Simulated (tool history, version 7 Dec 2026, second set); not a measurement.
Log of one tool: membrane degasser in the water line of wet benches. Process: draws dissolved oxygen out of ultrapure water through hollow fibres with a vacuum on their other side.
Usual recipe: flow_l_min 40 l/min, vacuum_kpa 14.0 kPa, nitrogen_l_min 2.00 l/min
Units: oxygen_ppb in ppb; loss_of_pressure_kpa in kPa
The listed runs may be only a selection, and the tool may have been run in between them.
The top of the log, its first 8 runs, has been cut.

run,hour,flow_l_min,vacuum_kpa,nitrogen_l_min,oxygen_ppb,loss_of_pressure_kpa
9,1053.0,40,14.0,2.00,468.9,40.49
10,1216.2,40,17.9,2.00,621.7,40.06
11,1301.8,40,8.7,2.00,250.1,40.32
12,1424.8,41,14.0,2.00,478.5,41.20
13,1595.0,41,14.0,2.00,480.3,41.45
14,1759.6,40,14.0,2.00,467.2,40.38
15,1882.0,40,14.0,1.80,513.1,40.45
16,1991.5,40,14.0,1.80,510.5,40.34
17,2122.4,47,14.0,3.00,387.0,47.44
# hour 2141.8: vacuum gauge calibrated
18,2293.4,33,33.6,3.63,622.3,33.06
# hour 2445.7: vacuum gauge calibrated, once more
19,2455.6,24,12.3,3.63,145.4,24.16
20,2642.5,24,13.1,5.31,110.4,24.39
21,2729.6,57,15.6,2.00,720.5,57.71
22,2812.4,55,13.4,2.00,582.6,55.45
23,2986.6,36,14.0,2.00,424.5,36.18
24,3091.5,36,14.0,2.00,424.6,36.49
25,3235.9,36,14.0,2.00,426.5,36.76
26,3340.5,36,14.0,2.00,426.0,36.34
27,3520.7,35,14.0,4.79,191.6,35.72
28,3635.8,35,12.4,2.08,345.3,35.40
29,3797.3,35,11.6,5.25,139.3,35.51
# hour 3928.9: seals of the vacuum lines changed
30,3939.5,40,9.3,3.84,155.4,40.66
31,4086.2,40,9.3,3.84,155.6,40.83

Forecast each of these 5 alternatives for the next run:
A,4199.0,33,8.9,5.43,?,?
B,4199.0,64,21.8,3.80,?,?
C,4199.0,40,16.3,3.19,?,?
D,4199.0,44,17.7,1.57,?,?
E,4199.0,40,14.0,2.75,?,?

run,oxygen_ppb,loss_of_pressure_kpa
A,87.4,33.50
B,691.8,65.16
C,375.5,40.75
D,804.9,44.78
E,355.7,40.71
The same runs, with their run-to-run variation unchanged, on a tool lacking any hidden condition would have given:
run,oxygen_ppb,loss_of_pressure_kpa
A,85.8,32.38
B,685.0,62.98
C,372.7,39.39
D,800.7,43.28
E,352.8,39.35
